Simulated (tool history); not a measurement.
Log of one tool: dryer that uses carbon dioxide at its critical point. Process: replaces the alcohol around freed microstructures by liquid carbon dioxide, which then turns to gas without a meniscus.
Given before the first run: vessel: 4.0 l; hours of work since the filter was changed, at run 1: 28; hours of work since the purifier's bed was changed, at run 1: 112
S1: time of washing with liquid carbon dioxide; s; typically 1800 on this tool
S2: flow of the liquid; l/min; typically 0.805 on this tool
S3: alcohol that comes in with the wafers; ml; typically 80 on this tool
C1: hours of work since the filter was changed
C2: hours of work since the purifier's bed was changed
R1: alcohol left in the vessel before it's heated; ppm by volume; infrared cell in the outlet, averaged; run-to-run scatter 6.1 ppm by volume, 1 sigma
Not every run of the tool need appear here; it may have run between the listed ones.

run,hour,S1,S2,S3,C1,C2,R1
1,0,1800,0.805,80,28,112,278
2,9.7,1500,0.805,80,32,115,556
3,14,1800,0.805,80,33,117,280
4,21.3,1800,0.632,80,36,119,695
5,25.4,1800,0.805,80,37,121,273
6,30.4,1800,0.805,80,39,123,291
7,36,1800,0.805,80,41,124,278
8,42,1800,0.805,87,43,127,303
9,46.2,1800,0.805,87,45,128,321
10,55.4,1800,0.805,99,48,131,356
11,63.5,1800,0.805,107,51,134,381
12,68.9,1800,0.805,107,53,136,391
13,73.2,1800,0.805,107,54,138,379
14,82,1800,0.543,80,57,141,1165
15,86.6,1380,0.543,80,59,142,2294
16,92.7,2460,0.543,80,61,144,425
17,101.1,2460,0.543,80,64,147,433
18,105.5,2460,0.543,80,65,149,435
19,113.3,2460,0.543,80,68,152,445
20,122,1800,1.155,80,71,155,74
21,131.7,1800,1.155,80,75,158,70
22,141,2400,0.805,80,78,161,101
23,150.5,2100,0.805,37,81,165,95
24,158,2520,0.655,78,84,167,196
25,167.4,2700,0.786,23,87,171,52
26,173.4,1440,1.182,23,89,173,80
27,180.1,2340,0.794,76,92,175,115
28,185.6,2400,1.175,84,94,177,36
29,190.4,1260,1.175,81,95,179,306
30,199.9,1260,1.175,81,99,182,307
31,205.4,2640,0.805,26,101,184,47
32,213.6,2400,0.805,26,104,187,55
33,220.2,2400,0.805,26,106,189,59
34,226.8,2400,0.805,26,108,192,56
35,234.5,2400,0.805,26,111,194,57
36,240.6,2040,0.805,96,113,196,265
37,250,1380,0.549,80,116,200,2409
38,254.5,1380,0.624,80,118,201,1756
39,263.5,1380,0.624,80,121,205,1773
40,268.8,1140,1.23,52,123,206,261
41,273,1260,0.601,61,124,208,1865
42,280.3,1260,0.499,80,127,210,3521
43,289.3,1620,0.557,80,130,214,1613
44,293.2,1800,0.805,45,132,215,220

What if the next run were any one of these 3? Each begins from the tool's condition after run 44:
A,299.6,1080,0.92,45,134,217,?
B,299.6,1380,0.805,80,134,217,?
C,299.6,2700,0.805,54,134,217,?

run,R1
A,731
B,917
C,64
Without the tool's unlogged condition, the same runs would have read:
run,R1
A,536
B,661
C,16
